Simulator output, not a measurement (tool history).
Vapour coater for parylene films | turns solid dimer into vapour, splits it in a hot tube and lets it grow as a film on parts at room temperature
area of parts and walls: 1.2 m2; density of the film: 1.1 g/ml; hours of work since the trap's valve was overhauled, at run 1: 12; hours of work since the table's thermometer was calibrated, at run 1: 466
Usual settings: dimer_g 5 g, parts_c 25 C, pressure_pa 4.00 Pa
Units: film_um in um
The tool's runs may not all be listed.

| run | hour | dimer_g | parts_c | pressure_pa | hours of work since the trap's valve was overhauled | hours of work since the table's thermometer was calibrated | film_um |
|---|---|---|---|---|---|---|---|
| 1 | 0.0 | 5 | 25 | 4.00 | 12 | 466 | 1.757 |
| 2 | 72.7 | 5 | 25 | 4.00 | 44 | 498 | 1.718 |
| 3 | 159.1 | 5 | 25 | 8.79 | 81 | 535 | 1.563 |
| 4 | 195.5 | 5 | 25 | 8.79 | 97 | 551 | 1.540 |
| 5 | 260.3 | 5 | 25 | 8.79 | 125 | 579 | 1.542 |
| 6 | 327.0 | 5 | 25 | 4.00 | 154 | 608 | 1.688 |
| 7 | 400.7 | 5 | 25 | 4.00 | 186 | 640 | 1.687 |
| 8 | 448.8 | 5 | 25 | 4.00 | 207 | 661 | 1.683 |
| 9 | 512.2 | 5 | 25 | 4.00 | 235 | 689 | 1.674 |
| 10 | 587.5 | 5 | 23 | 4.00 | 267 | 721 | 1.811 |
| 11 | 664.9 | 5 | 23 | 4.00 | 301 | 755 | 1.771 |
| 12 | 719.5 | 5 | 25 | 2.20 | 324 | 778 | 1.765 |
| 13 | 802.0 | 5 | 25 | 2.20 | 360 | 814 | 1.749 |
| 14 | 839.6 | 5 | 25 | 2.20 | 377 | 831 | 1.742 |
| 15 | 882.8 | 5 | 31 | 2.20 | 395 | 849 | 1.357 |
|  | 913.3 | trap's valve overhauled |
| 16 | 924.5 | 5 | 31 | 2.20 | 5 | 866 | 1.289 |
| 17 | 984.8 | 5 | 31 | 2.20 | 31 | 892 | 1.282 |
| 18 | 1060.2 | 5 | 31 | 2.20 | 64 | 924 | 1.280 |
| 19 | 1124.4 | 5 | 31 | 2.20 | 92 | 952 | 1.282 |
| 20 | 1197.0 | 5 | 31 | 4.00 | 123 | 984 | 1.153 |
| 21 | 1274.1 | 5 | 25 | 4.00 | 157 | 1017 | 1.479 |
|  | 1320.7 | trap's valve overhauled, once more |
| 22 | 1363.9 | 5 | 25 | 4.00 | 19 | 1054 | 1.722 |
| 23 | 1440.3 | 5 | 25 | 4.00 | 52 | 1088 | 1.694 |
| 24 | 1503.6 | 5 | 25 | 4.00 | 79 | 1115 | 1.685 |
| 25 | 1583.3 | 5 | 25 | 2.15 | 114 | 1150 | 1.836 |
| 26 | 1623.2 | 6 | 19 | 7.52 | 131 | 1167 | 2.360 |
| 27 | 1672.9 | 6 | 19 | 6.55 | 153 | 1189 | 2.423 |
| 28 | 1711.6 | 5 | 32 | 4.00 | 170 | 1205 | 1.247 |
| 29 | 1773.6 | 5 | 32 | 4.00 | 196 | 1232 | 1.223 |
| 30 | 1810.2 | 5 | 32 | 5.66 | 212 | 1248 | 1.173 |
| 31 | 1880.0 | 5 | 32 | 5.66 | 243 | 1278 | 1.175 |
| 32 | 1914.9 | 4 | 21 | 6.69 | 258 | 1294 | 1.431 |
| 33 | 1978.6 | 4 | 25 | 2.24 | 285 | 1321 | 1.412 |
| 34 | 2036.9 | 2 | 25 | 6.25 | 311 | 1346 | 0.620 |
| 35 | 2116.6 | 2 | 25 | 6.25 | 345 | 1381 | 0.603 |
| 36 | 2171.2 | 2 | 25 | 6.25 | 369 | 1405 | 0.605 |
| 37 | 2247.4 | 4 | 34 | 5.16 | 402 | 1438 | 0.853 |
|  | 2262.0 | trap's valve overhauled |
| 38 | 2290.4 | 5 | 25 | 6.30 | 12 | 1455 | 1.576 |
| 39 | 2334.6 | 7 | 35 | 11.89 | 32 | 1474 | 1.333 |
| 40 | 2410.3 | 3 | 35 | 11.89 | 64 | 1507 | 0.587 |
| 41 | 2461.6 | 3 | 32 | 2.26 | 87 | 1529 | 0.805 |
| 42 | 2546.0 | 6 | 17 | 2.42 | 123 | 1566 | 2.952 |
| 43 | 2604.2 | 6 | 17 | 2.42 | 148 | 1591 | 2.940 |
| 44 | 2665.4 | 6 | 33 | 4.00 | 175 | 1617 | 1.405 |
| 45 | 2719.4 | 3 | 33 | 8.15 | 198 | 1641 | 0.649 |
| 46 | 2763.4 | 6 | 23 | 9.81 | 217 | 1660 | 1.868 |

Forecast each of these 5 alternatives for the next run:
| A | 2825.9 | 5 | 32 | 4.00 | 245 | 1687 | ? |
| B | 2825.9 | 5 | 20 | 4.00 | 245 | 1687 | ? |
| C | 2825.9 | 5 | 25 | 5.66 | 245 | 1687 | ? |
| D | 2825.9 | 5 | 28 | 9.24 | 245 | 1687 | ? |
| E | 2825.9 | 6 | 29 | 2.47 | 245 | 1687 | ? |

| run | film_um |
|---|---|
| A | 1.196 |
| B | 1.976 |
| C | 1.523 |
| D | 1.269 |
| E | 1.739 |
Without the tool's hidden state the same runs would have given:
| run | film_um |
|---|---|
| A | 1.329 |
| B | 2.196 |
| C | 1.694 |
| D | 1.410 |
| E | 1.933 |

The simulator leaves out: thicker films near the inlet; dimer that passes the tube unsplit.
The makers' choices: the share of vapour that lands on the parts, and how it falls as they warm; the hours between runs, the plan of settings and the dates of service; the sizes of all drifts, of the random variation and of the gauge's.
